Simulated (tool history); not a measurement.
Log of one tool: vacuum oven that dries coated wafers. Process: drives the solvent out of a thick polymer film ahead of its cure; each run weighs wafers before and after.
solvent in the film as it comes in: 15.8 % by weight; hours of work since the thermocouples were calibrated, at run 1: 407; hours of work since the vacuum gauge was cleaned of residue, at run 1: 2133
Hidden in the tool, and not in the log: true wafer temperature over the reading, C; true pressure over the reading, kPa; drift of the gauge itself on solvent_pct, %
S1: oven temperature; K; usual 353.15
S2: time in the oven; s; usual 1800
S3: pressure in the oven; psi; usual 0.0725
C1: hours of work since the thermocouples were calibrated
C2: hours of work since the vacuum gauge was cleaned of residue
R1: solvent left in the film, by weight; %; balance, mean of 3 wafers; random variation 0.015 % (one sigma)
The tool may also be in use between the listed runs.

run	day	S1	S2	S3	C1	C2	R1
1	0	353.15	1800	0.0725	407	2133	2.76
2	4.338	353.15	1800	0.0725	454	2180	2.78
3	8.667	353.15	1800	0.0725	502	2227	2.77
4	12.738	353.15	1800	0.0725	546	2271	2.76
5	16.821	353.15	1800	0.0725	590	2316	2.75
6	20.429	353.15	1800	0.0725	630	2355	2.76
7	22.917	353.15	1800	0.0725	657	2382	2.76
8	25.683	353.15	1800	0.0725	687	2412	2.7
# day 28.467: oven's thermocouples calibrated
9	28.467	353.15	1800	0.0725	0	2442	2.69
10	31.454	353.15	1800	0.0725	32	2474	2.69
11	35.779	353.15	1620	0.0725	80	2521	3.1
12	39.146	353.15	1620	0.0725	116	2558	3.12
13	43.067	353.15	1620	0.0725	159	2600	3.13
# day 43.462: oven's thermocouples calibrated, once more
14	46.488	353.15	1800	0.0725	33	2637	2.83
# day 47.142: vacuum gauge cleaned of residue and calibrated
15	49.754	353.15	1800	0.149	68	28	2.95
16	53.667	353.15	1800	0.149	110	71	2.95
17	56	353.15	1800	0.0725	136	96	2.7
18	59.679	353.15	1800	0.0725	176	136	2.69
19	64.321	343.15	1560	0.0725	226	187	5.85

Forecast run 20:
20	69	362.15	1800	0.2223	277	238	?

Run 20 gave R1 1.5 %.
Without the tool's hidden state the same run would have given R1 1.52 %.

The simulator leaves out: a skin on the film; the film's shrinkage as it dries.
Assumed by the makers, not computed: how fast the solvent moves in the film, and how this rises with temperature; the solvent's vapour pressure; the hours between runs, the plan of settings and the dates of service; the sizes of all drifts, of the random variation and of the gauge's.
